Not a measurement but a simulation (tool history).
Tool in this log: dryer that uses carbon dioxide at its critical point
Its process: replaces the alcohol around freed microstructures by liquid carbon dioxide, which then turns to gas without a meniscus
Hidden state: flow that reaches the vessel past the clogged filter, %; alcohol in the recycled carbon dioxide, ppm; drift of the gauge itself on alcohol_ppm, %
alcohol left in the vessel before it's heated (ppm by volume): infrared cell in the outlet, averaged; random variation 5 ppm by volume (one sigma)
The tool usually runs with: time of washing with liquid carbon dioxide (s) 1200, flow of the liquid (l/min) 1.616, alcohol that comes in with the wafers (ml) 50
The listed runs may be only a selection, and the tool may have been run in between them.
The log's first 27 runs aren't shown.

run,hour,time of washing with liquid carbon dioxide (s),flow of the liquid (l/min),alcohol that comes in with the wafers (ml),hours of work since the filter was changed,hours of work since the purifier's bed was changed,alcohol left in the vessel before it's heated (ppm by volume)
28,470.7,1080,1.580,69,204,413,180
29,494.2,1080,1.240,112,218,427,509
30,507.5,1080,2.570,61,226,435,111
31,527.5,1620,1.616,25,238,447,118
32,550.2,1620,1.616,25,251,460,128
33,562.6,1620,1.616,25,259,468,125
34,580.1,1620,1.616,25,269,478,131
# hour 599.9: inlet filter changed
35,601.0,1560,1.580,110,1,490,130
36,621.8,840,1.120,38,13,503,502
37,639.6,1440,2.240,50,24,514,130
38,652.3,1440,2.240,50,32,521,137
39,670.5,1140,1.030,50,42,532,386
40,687.3,1200,2.440,54,53,542,143
41,706.3,1200,1.150,106,64,554,392
42,725.6,1200,1.690,21,76,566,155
43,744.4,1260,2.050,39,87,577,152
44,767.3,1920,1.616,37,101,591,154
45,790.2,1140,1.350,75,115,604,277
46,801.9,1380,1.000,21,122,611,218
47,819.7,1680,1.630,50,132,622,169

Below are 4 alternative next runs, each starting from the tool's condition after run 47. Predict each:
A,843.4,1620,1.640,50,147,636,?
B,843.4,1680,2.650,50,147,636,?
C,843.4,1140,1.180,50,147,636,?
D,843.4,1680,1.630,40,147,636,?

run,alcohol left in the vessel before it's heated (ppm by volume)
A,166
B,165
C,322
D,168
With no hidden state in the tool, these same runs would have given:
run,alcohol left in the vessel before it's heated (ppm by volume)
A,2
B,0
C,127
D,1

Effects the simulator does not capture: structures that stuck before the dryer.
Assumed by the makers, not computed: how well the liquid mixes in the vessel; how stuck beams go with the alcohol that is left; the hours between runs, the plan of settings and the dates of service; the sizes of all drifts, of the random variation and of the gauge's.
